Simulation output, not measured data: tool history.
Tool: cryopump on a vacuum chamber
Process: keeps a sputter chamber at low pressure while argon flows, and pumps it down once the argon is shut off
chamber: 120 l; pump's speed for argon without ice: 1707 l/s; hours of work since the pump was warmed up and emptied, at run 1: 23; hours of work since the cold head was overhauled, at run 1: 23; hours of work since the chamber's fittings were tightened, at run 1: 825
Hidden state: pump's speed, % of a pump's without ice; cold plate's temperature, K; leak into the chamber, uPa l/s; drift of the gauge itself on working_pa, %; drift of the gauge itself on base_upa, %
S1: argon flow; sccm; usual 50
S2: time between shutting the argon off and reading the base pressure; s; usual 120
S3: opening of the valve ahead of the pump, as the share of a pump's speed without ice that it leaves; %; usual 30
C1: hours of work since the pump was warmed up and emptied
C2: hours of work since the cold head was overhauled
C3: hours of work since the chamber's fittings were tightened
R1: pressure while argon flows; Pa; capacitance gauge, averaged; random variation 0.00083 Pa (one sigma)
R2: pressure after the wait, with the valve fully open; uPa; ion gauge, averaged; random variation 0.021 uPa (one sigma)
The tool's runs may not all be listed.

run   hour  S1   S2  S3   C1   C2    C3      R1    R2
  1      0  50  120  30   23   23   825  0.1657  0.88
  2   14.9  50  120  30   35   35   837   0.164  0.86
  3     29  50  120  30   46   46   848  0.1677  0.82
  4   37.1  50   42  30   52   52   855  0.1666  1.41
  5   47.4  50   42  30   61   61   863  0.1661  1.48
  6   58.5  50   42  30   69   69   872  0.1656  1.45
  7   66.4  50  120  18   76   76   878  0.2774  0.88
  8   77.9  50  120  18   85   85   887  0.2767  0.89
  9   88.2  50  120  18   93   93   895  0.2782  0.89
 10   95.4  50  120  18   99   99   901  0.2772   0.9
 11  102.3  50   55  30  104  104   907  0.1671  1.28
 12    110  50  120  30  110  110   913  0.1662  0.89
 13  124.4  50  120  30  122  122   924  0.1668  0.89
 14  131.5  50  120  30  128  128   930  0.1658  0.88
 15  139.2  50  120  30  134  134   936  0.1673  0.91
 16    153  50  120  30  145  145   947  0.1651  0.89
 17  161.4  50  120  30  151  151   954  0.1651  0.93
 18  169.4  50  149  30  158  158   960   0.167  0.86
 19  176.7  35   20  28  164  164   966  0.1253   2.5
 20  187.8  35   20  28  172  172   975  0.1248  2.41
 21  200.6  68  118  52  183  183   985  0.1349  0.92
 22  209.1  26  120  32  189  189   992  0.0821  0.96
 23  217.7  35   94  20  196  196   998  0.1773  1.03
 24  225.7  35   94  20  203  203  1005  0.1749     1
 25  240.6  24   29  45  214  214  1017  0.0547  1.97
 26  250.5  38   71  18  222  222  1025  0.2105  1.17
 27  264.7  38   71  18  234  234  1036  0.2115   1.2
 28  273.8  38   74  27  241  241  1043   0.142  1.16
 29  284.4  38   74  27  249  249  1052  0.1404  1.16
 30  296.6  29  137  28  259  259  1061  0.1042  0.91
 31  311.6  24  137  23  271  271  1073  0.1046  0.94
 32  319.9  24  137  23  278  278  1080  0.1053  0.95
 33  328.3  21  120  26  284  284  1087   0.082  0.99

3 ways to go on from here, each from the tool as it stands after run 33. What would each give?
  A  340.1  76  120  30  294  294  1096   ?   ?
  B  340.1  32  153  44  294  294  1096   ?   ?
  C  340.1  45  174  27  294  294  1096   ?   ?

run      R1    R2
  A  0.2561     1
  B  0.0749   0.9
  C  0.1687  0.91
Without the tool's hidden state the same runs would have given:
run      R1    R2
  A  0.2501  0.49
  B  0.0724   0.4
  C  0.1652   0.4
